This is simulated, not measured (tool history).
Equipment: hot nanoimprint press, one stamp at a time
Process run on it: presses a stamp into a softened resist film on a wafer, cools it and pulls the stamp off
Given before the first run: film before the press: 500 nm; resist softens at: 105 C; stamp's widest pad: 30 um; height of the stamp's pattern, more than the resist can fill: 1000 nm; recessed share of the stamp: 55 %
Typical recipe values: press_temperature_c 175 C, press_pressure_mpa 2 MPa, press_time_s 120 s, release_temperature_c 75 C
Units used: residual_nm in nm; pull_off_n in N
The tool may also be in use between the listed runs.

run	day	press_temperature_c	press_pressure_mpa	press_time_s	release_temperature_c	residual_nm	pull_off_n
1	0	175	2	120	75	239.3	174
2	1.608	175	2	120	75	235	174
3	3.375	175	2	120	75	234.9	180
4	4.708	172	2	120	75	271	182
5	6.662	175	2	120	75	232.1	184
6	7.804	178	2	120	75	199.8	188
7	10.192	178	1.68	120	75	213.7	192
# day 12.008: stamp cleaned and given a new release coat
8	12.529	175	2	120	75	229.3	173
9	13.821	175	2	120	75	229.8	170
10	15.167	175	2	120	75	227.5	176
11	17.75	175	2.15	120	75	219.3	179
# day 18.962: press's hydraulic seals changed and the load cell set to zero
12	19.696	175	2.96	120	75	189.3	180
13	22.2	175	2.96	120	62	187.1	235
# day 24.067: plate thermocouple calibrated
# day 25.142: stamp cleaned and given a new release coat
14	25.142	175	2.96	120	62	197.8	217
15	26.946	175	2.96	120	62	196.3	221
16	28.7	175	2.96	120	62	195	224
17	30.092	175	2.96	120	62	195.6	230
18	32.229	175	2.96	64	62	248.8	232
19	34.3	184	2	120	70	142	205
20	36.362	186	1.35	61	71	207.1	203
# day 37.75: stamp cleaned and given a new release coat
21	37.954	186	1.35	61	71	205.5	184
22	39.225	171	2	120	69	270	193
23	40.683	173	2	201	75	201.4	173
24	42.571	166	2.18	94	75	347.6	175
25	43.692	166	2.18	94	78	345.3	167
26	45.85	166	2.18	94	78	343.9	168
27	47.917	175	2	117	77	218.5	175
# day 48.75: plate thermocouple calibrated
28	49.267	176	2	121	75	221.5	193
# day 50.592: stamp cleaned and given a new release coat
29	51.646	168	2	120	77	322.6	168
30	53.954	164	2.22	234	68	303.2	201
31	55.204	175	2	120	61	229.3	230

Measured minus without-hidden-state, run by run (identical run-to-run variation in each term; gauge scatter may differ):
The hidden state here: true temperature over the reading, C; pressure that arrives at the usual setting, %; grip of the stamp's worn release coat, % over a new coat's; drift of the gauge itself on residual_nm, %; drift of the gauge itself on pull_off_n, %.
run	residual_nm	pull_off_n
1	+1.8	+1
2	+0.5	+3
3	-0.8	+6
4	-2	+8
5	-3.2	+12
6	-3.5	+14
7	-5.4	+17
8	-7	-1
9	-8	+0
10	-8.9	+3
11	-10.3	+6
12	-12.1	+9
13	-13.7	+17
14	-3.4	-1
15	-4.7	+2
16	-5.6	+6
17	-6.6	+9
18	-8.9	+14
19	-6.7	+15
20	-10	+18
21	-10.6	-3
22	-15.4	-1
23	-14.5	+0
24	-18	+3
25	-18.9	+4
26	-20.6	+8
27	-19.7	+11
28	-2.4	+19
29	-4.7	+0
30	-7	+5
31	-6.4	+8
